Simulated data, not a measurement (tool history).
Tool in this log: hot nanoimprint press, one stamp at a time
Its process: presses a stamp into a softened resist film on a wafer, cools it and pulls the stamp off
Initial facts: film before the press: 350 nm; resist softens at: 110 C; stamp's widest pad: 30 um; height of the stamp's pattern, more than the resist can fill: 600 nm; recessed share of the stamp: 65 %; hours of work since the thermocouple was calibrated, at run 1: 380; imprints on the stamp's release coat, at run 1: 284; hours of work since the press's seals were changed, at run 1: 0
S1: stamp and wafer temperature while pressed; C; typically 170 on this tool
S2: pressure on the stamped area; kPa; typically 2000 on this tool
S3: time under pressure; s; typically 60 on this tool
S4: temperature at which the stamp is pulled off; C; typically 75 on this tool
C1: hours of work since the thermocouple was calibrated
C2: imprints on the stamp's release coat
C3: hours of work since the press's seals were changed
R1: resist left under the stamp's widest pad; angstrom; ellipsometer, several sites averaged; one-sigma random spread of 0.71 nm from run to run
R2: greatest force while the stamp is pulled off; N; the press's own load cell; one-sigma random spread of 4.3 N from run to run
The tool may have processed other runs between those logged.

run	hour	S1	S2	S3	S4	C1	C2	C3	R1	R2
1	0	170	2000	60	75	380	284	0	1566	211
2	44.5	170	2000	60	75	413	506	33	1548	215
3	100.4	170	2000	60	75	454	784	73	1546	234
4	142	170	2000	60	75	484	992	104	1541	229
5	180.1	170	2000	60	75	512	1182	132	1538	247
# hour 217.1: stamp cleaned and given a new release coat
6	227.7	170	2000	60	75	542	53	162	1535	193
7	255.7	170	2000	60	75	563	193	182	1530	203
8	295.1	170	2000	60	75	592	389	211	1524	219
# hour 308.1: plate thermocouple calibrated
9	341.2	170	2000	60	75	24	604	243	1454	213
10	395.8	170	2000	60	75	64	876	283	1455	222
# hour 428.2: plate thermocouple calibrated, once more
11	453.1	170	2000	60	75	18	1147	322	1626	260
12	479.8	170	2000	60	75	38	1280	342	1623	264
# hour 499: stamp cleaned and given a new release coat
13	543.7	170	2000	60	75	80	223	384	1624	213
14	572.1	170	2000	60	75	101	365	405	1619	226
15	604.9	170	2000	60	75	125	528	429	1627	226
16	646	180	2000	90	67	155	733	459	979	285
17	699.6	170	2200	60	75	194	1000	498	1543	234
18	735.2	170	2200	60	75	220	1177	524	1538	239
# hour 776.5: stamp cleaned and given a new release coat
19	796.5	170	2200	60	75	260	100	564	1529	201
20	840.2	170	2060	40	75	292	318	596	1833	220
21	869.7	170	2240	43	75	314	465	618	1723	223
22	901.9	170	1990	103	74	337	625	641	1285	226
23	928.2	178	3150	79	75	357	757	661	879	229
24	977	178	3150	73	74	392	1000	696	918	248
25	1006.1	178	3150	73	74	414	1145	718	904	245
# hour 1041.7: press's hydraulic seals changed and the load cell set to zero
# hour 1059: stamp cleaned and given a new release coat
26	1068.2	159	1500	60	75	449	46	15	2393	191
27	1092.5	159	1500	60	75	466	167	33	2391	208
28	1141.4	166	1940	60	75	502	411	68	1778	209
29	1178.6	166	2930	60	75	529	596	96	1492	210

Each row is a separate what-if for the run after 29, all from the same tool condition, not one after another. Results?
A	1217.9	159	2930	60	71	558	792	124	?	?
B	1217.9	170	2000	60	66	558	792	124	?	?
C	1217.9	166	2930	85	74	558	792	124	?	?

run	R1	R2
A	1882	255
B	1527	279
C	1290	231
The same runs, with their run-to-run variation unchanged, on a tool lacking any hidden condition would have given:
run	R1	R2
A	2001	233
B	1623	254
C	1378	213

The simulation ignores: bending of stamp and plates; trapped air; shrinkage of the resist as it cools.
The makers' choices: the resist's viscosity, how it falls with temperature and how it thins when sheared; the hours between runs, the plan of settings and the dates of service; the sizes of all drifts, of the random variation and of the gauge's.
